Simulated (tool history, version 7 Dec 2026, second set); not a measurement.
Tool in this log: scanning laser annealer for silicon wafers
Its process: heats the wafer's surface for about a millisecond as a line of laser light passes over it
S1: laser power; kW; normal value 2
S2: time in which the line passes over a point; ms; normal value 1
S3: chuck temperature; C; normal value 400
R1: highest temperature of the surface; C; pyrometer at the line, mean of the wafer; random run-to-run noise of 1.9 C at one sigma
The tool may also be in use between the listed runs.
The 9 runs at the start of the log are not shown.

{"hour": 403.1, "done": "window over the wafer cleaned"}
{"run": 10, "hour": 419.9, "S1": 2, "S2": 1, "S3": 371, "R1": 1201}
{"run": 11, "hour": 450.5, "S1": 2, "S2": 1, "S3": 371, "R1": 1200}
{"run": 12, "hour": 521.9, "S1": 2, "S2": 1, "S3": 371, "R1": 1197}
{"run": 13, "hour": 555.8, "S1": 2, "S2": 1, "S3": 371, "R1": 1199}
{"run": 14, "hour": 603.8, "S1": 2, "S2": 1, "S3": 371, "R1": 1198}
{"run": 15, "hour": 665.6, "S1": 2, "S2": 1, "S3": 366, "R1": 1196}
{"run": 16, "hour": 706.0, "S1": 2, "S2": 1, "S3": 366, "R1": 1192}
{"run": 17, "hour": 778.2, "S1": 2, "S2": 1, "S3": 366, "R1": 1193}
{"run": 18, "hour": 841.7, "S1": 2, "S2": 1, "S3": 402, "R1": 1226}
{"run": 19, "hour": 879.7, "S1": 2, "S2": 1, "S3": 402, "R1": 1229}
{"run": 20, "hour": 911.2, "S1": 2, "S2": 1, "S3": 402, "R1": 1228}
{"run": 21, "hour": 961.8, "S1": 2.185, "S2": 0.82, "S3": 431, "R1": 1255}

Run 22 has not been measured yet. What should we expect?
{"run": 22, "hour": 1012.9, "S1": 1.836, "S2": 0.89, "S3": 431, "R1": "?"}

{"run 22": {"R1": 1142}}
On a tool with no hidden condition, and with the same random variation, this run would have come out at R1 1144 C.

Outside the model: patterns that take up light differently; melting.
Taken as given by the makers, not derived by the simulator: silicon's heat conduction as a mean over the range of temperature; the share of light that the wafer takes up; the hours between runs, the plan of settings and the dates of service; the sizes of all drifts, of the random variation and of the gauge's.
